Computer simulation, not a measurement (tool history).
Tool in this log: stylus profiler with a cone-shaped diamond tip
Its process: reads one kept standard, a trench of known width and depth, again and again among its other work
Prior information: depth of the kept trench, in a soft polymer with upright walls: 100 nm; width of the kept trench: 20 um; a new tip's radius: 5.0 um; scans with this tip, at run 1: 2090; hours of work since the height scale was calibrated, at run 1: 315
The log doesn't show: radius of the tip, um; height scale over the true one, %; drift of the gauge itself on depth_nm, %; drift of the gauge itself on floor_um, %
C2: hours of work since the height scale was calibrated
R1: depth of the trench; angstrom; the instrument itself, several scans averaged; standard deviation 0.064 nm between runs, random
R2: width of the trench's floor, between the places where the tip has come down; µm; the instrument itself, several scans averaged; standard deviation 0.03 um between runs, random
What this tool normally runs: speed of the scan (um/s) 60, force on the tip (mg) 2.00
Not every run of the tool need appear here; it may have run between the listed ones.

run 1 day=0.000 | speed_of_the_scan_(um/s)=60 force_on_the_tip_(mg)=2.00 | scans_with_this_tip=2090 C2=315 | R1=1011.6 R2=17.63
run 2 day=0.646 | speed_of_the_scan_(um/s)=60 force_on_the_tip_(mg)=2.00 | scans_with_this_tip=2146 C2=323 | R1=1012.2 R2=17.63
run 3 day=1.367 | speed_of_the_scan_(um/s)=60 force_on_the_tip_(mg)=2.00 | scans_with_this_tip=2209 C2=333 | R1=1012.8 R2=17.69
run 4 day=2.050 | speed_of_the_scan_(um/s)=60 force_on_the_tip_(mg)=2.00 | scans_with_this_tip=2268 C2=342 | R1=1012.3 R2=17.71
run 5 day=2.571 | speed_of_the_scan_(um/s)=60 force_on_the_tip_(mg)=2.00 | scans_with_this_tip=2314 C2=349 | R1=1012.2 R2=17.70
run 6 day=3.058 | speed_of_the_scan_(um/s)=60 force_on_the_tip_(mg)=2.00 | scans_with_this_tip=2356 C2=355 | R1=1011.9 R2=17.66
run 7 day=3.562 | speed_of_the_scan_(um/s)=60 force_on_the_tip_(mg)=2.00 | scans_with_this_tip=2400 C2=362 | R1=1011.5 R2=17.68
run 8 day=4.221 | speed_of_the_scan_(um/s)=60 force_on_the_tip_(mg)=2.00 | scans_with_this_tip=2457 C2=370 | R1=1011.0 R2=17.67
run 9 day=4.871 | speed_of_the_scan_(um/s)=60 force_on_the_tip_(mg)=2.00 | scans_with_this_tip=2514 C2=379 | R1=1013.5 R2=17.72
run 10 day=5.267 | speed_of_the_scan_(um/s)=60 force_on_the_tip_(mg)=2.00 | scans_with_this_tip=2548 C2=384 | R1=1011.5 R2=17.65
run 11 day=5.871 | speed_of_the_scan_(um/s)=60 force_on_the_tip_(mg)=2.00 | scans_with_this_tip=2601 C2=392 | R1=1009.9 R2=17.63
run 12 day=6.329 | speed_of_the_scan_(um/s)=75 force_on_the_tip_(mg)=2.24 | scans_with_this_tip=2641 C2=398 | R1=1013.3 R2=17.63
run 13 day=6.971 | speed_of_the_scan_(um/s)=16 force_on_the_tip_(mg)=5.89 | scans_with_this_tip=2697 C2=406 | R1=1025.4 R2=17.90
run 14 day=7.300 | speed_of_the_scan_(um/s)=21 force_on_the_tip_(mg)=2.90 | scans_with_this_tip=2726 C2=411 | R1=1014.7 R2=17.90
run 15 day=7.829 | speed_of_the_scan_(um/s)=46 force_on_the_tip_(mg)=1.33 | scans_with_this_tip=2772 C2=418 | R1=1007.6 R2=17.68
run 16 day=8.408 | speed_of_the_scan_(um/s)=60 force_on_the_tip_(mg)=2.32 | scans_with_this_tip=2822 C2=425 | R1=1012.5 R2=17.69
run 17 day=8.988 | speed_of_the_scan_(um/s)=40 force_on_the_tip_(mg)=4.38 | scans_with_this_tip=2873 C2=433 | R1=1021.1 R2=17.81
run 18 day=9.442 | speed_of_the_scan_(um/s)=40 force_on_the_tip_(mg)=3.22 | scans_with_this_tip=2912 C2=439 | R1=1016.1 R2=17.85
run 19 day=10.133 | speed_of_the_scan_(um/s)=58 force_on_the_tip_(mg)=5.58 | scans_with_this_tip=2973 C2=448 | R1=1024.8 R2=17.81

Measured result minus the same run's result without the hidden state. Both carry the same run-to-run variation, though not necessarily the same gauge scatter:
run=1 R1=-1.6 R2=-0.05
run=2 R1=-1.6 R2=-0.05
run=3 R1=-1.8 R2=-0.05
run=4 R1=-1.8 R2=-0.06
run=5 R1=-1.8 R2=-0.05
run=6 R1=-1.8 R2=-0.05
run=7 R1=-1.9 R2=-0.05
run=8 R1=-1.9 R2=-0.05
run=9 R1=-2.0 R2=-0.06
run=10 R1=-2.0 R2=-0.06
run=11 R1=-2.0 R2=-0.06
run=12 R1=-2.1 R2=-0.06
run=13 R1=-2.1 R2=-0.06
run=14 R1=-2.1 R2=-0.06
run=15 R1=-2.1 R2=-0.07
run=16 R1=-2.1 R2=-0.07
run=17 R1=-2.2 R2=-0.07
run=18 R1=-2.2 R2=-0.06
run=19 R1=-2.3 R2=-0.07
